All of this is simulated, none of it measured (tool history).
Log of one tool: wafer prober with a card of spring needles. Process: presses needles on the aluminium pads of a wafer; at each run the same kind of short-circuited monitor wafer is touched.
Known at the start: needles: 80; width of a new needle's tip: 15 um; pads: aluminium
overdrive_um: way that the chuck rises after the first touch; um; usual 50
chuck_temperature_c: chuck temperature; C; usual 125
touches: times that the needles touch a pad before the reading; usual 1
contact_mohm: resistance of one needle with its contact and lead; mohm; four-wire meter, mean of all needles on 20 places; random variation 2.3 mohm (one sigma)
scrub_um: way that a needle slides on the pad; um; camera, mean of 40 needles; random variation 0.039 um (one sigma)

run,hour,overdrive_um,chuck_temperature_c,touches,contact_mohm,scrub_um
1,0.0,50,125,1,258,10.56
# hour 0.6: tips cleaned on abrasive film
# hour 9.6: tips cleaned on abrasive film
2,10.7,50,125,1,259,10.54
# hour 18.3: tips cleaned on abrasive film
3,21.6,50,125,1,256,10.53
# hour 26.9: tips cleaned on abrasive film
4,28.8,50,125,1,262,10.53
5,33.5,37,125,1,269,7.73
# hour 35.7: tips cleaned on abrasive film
6,41.4,37,125,1,269,7.75
# hour 44.7: tips cleaned on abrasive film
# hour 50.7: height of the first contact set anew
7,52.6,37,125,1,269,7.72
# hour 53.7: tips cleaned on abrasive film
8,60.7,37,125,1,270,7.70
# hour 62.3: tips cleaned on abrasive film
# hour 71.4: tips cleaned on abrasive film
9,71.4,37,125,1,272,7.70
10,77.3,37,76,1,256,7.70
# hour 80.3: tips cleaned on abrasive film
# hour 88.8: tips cleaned on abrasive film
11,88.9,37,76,1,253,7.71
12,96.3,37,76,1,252,7.72
# hour 97.8: tips cleaned on abrasive film
13,102.3,37,76,1,250,7.69
# hour 106.3: tips cleaned on abrasive film
# hour 110.0: gauge calibrated
14,110.0,37,76,1,252,7.82
# hour 115.0: tips cleaned on abrasive film
15,121.4,50,125,1,253,10.57
# hour 123.5: tips cleaned on abrasive film
16,126.6,50,125,1,258,10.61
# hour 132.6: tips cleaned on abrasive film
17,134.9,50,125,1,260,10.53
# hour 141.8: tips cleaned on abrasive film
18,144.9,60,97,3,248,12.54
19,150.0,60,97,3,245,12.51
# hour 150.6: tips cleaned on abrasive film
20,156.9,40,97,1,260,8.35
# hour 159.2: tips cleaned on abrasive film
21,163.1,51,97,3,248,10.68
# hour 167.9: tips cleaned on abrasive film
22,169.5,51,97,3,248,10.68
# hour 176.5: tips cleaned on abrasive film
23,179.2,51,97,3,250,10.59
# hour 185.5: tips cleaned on abrasive film
24,186.8,41,125,2,264,8.54
# hour 194.7: tips cleaned on abrasive film
25,195.0,41,125,2,264,8.53
26,199.8,33,44,1,247,6.90

The next listed run, before its measurement:
# hour 203.2: tips cleaned on abrasive film
27,206.1,33,44,1,?,?

Run 27 gave contact_mohm 250 mohm, scrub_um 6.82 um.
Without the tool's hidden state the same run would have given contact_mohm 249 mohm, scrub_um 6.94 um.
